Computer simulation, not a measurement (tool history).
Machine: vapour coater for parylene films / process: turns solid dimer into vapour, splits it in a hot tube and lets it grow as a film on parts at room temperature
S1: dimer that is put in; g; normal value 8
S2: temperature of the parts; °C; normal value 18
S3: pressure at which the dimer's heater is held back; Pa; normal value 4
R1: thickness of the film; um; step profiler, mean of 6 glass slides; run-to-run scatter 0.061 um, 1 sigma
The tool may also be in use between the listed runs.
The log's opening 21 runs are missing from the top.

Run 22, hour 261.8: usual settings but S1 12 g, S2 12 °C, S3 11.71 Pa. Result: R1 11.32 um.
Run 23, hour 277.4: usual settings but S3 2.59 Pa. Result: R1 7.68 um.
Run 24, hour 294.3: usual settings but S3 2.59 Pa. Result: R1 7.67 um.
Run 25, hour 308: usual settings but S3 2.59 Pa. Result: R1 7.52 um.
Run 26, hour 325.8: usual settings but S1 3 g, S2 25 °C, S3 4.55 Pa. Result: R1 2.08 um.
Run 27, hour 339.5: usual settings but S1 3 g, S2 25 °C, S3 4.55 Pa. Result: R1 2.02 um.
Run 28, hour 351.9: usual settings but S1 3 g, S2 13 °C, S3 5.29 Pa. Result: R1 3.12 um.
Run 29, hour 359.2: usual settings but S1 5 g, S3 2.31 Pa. Result: R1 4.87 um.
Run 30, hour 369.5: usual settings but S1 7 g, S2 19 °C, S3 4.3 Pa. Result: R1 5.87 um.
Run 31, hour 386.1: usual settings but S1 10 g, S3 5.37 Pa. Result: R1 8.41 um.
Run 32, hour 395.6: usual settings but S1 10 g, S3 5.37 Pa. Result: R1 8.47 um.
Run 33, hour 411.9: usual settings but S1 11 g, S2 22 °C, S3 3 Pa. Result: R1 8.86 um.
Run 34, hour 423.1: usual settings but S1 11 g, S2 22 °C, S3 3 Pa. Result: R1 8.77 um.
Run 35, hour 436.8: usual settings but S1 5 g. Result: R1 4.43 um.
Run 36, hour 445.9: usual settings but S1 5 g. Result: R1 4.48 um.
Run 37, hour 458: usual settings but S1 5 g. Result: R1 4.38 um.

Here are 5 independent what-if runs from the current tool condition. What would each one return?
Run A, hour 469.6: usual settings but S1 5 g, S2 15 °C, S3 3.82 Pa. Result: R1 ?.
Run B, hour 469.6: usual settings but S1 5 g, S2 26 °C. Result: R1 ?.
Run C, hour 469.6: usual settings but S2 14 °C, S3 3.05 Pa. Result: R1 ?.
Run D, hour 469.6: usual settings but S1 4 g. Result: R1 ?.
Run E, hour 469.6: usual settings but S1 7 g, S2 15 °C. Result: R1 ?.

run    R1
  A  5.03
  B  3.32
  C   8.6
  D  3.61
  E  6.95
Had the tool no hidden state, the same runs would have come out as:
run    R1
  A  5.06
  B  3.34
  C  8.66
  D  3.63
  E  6.99
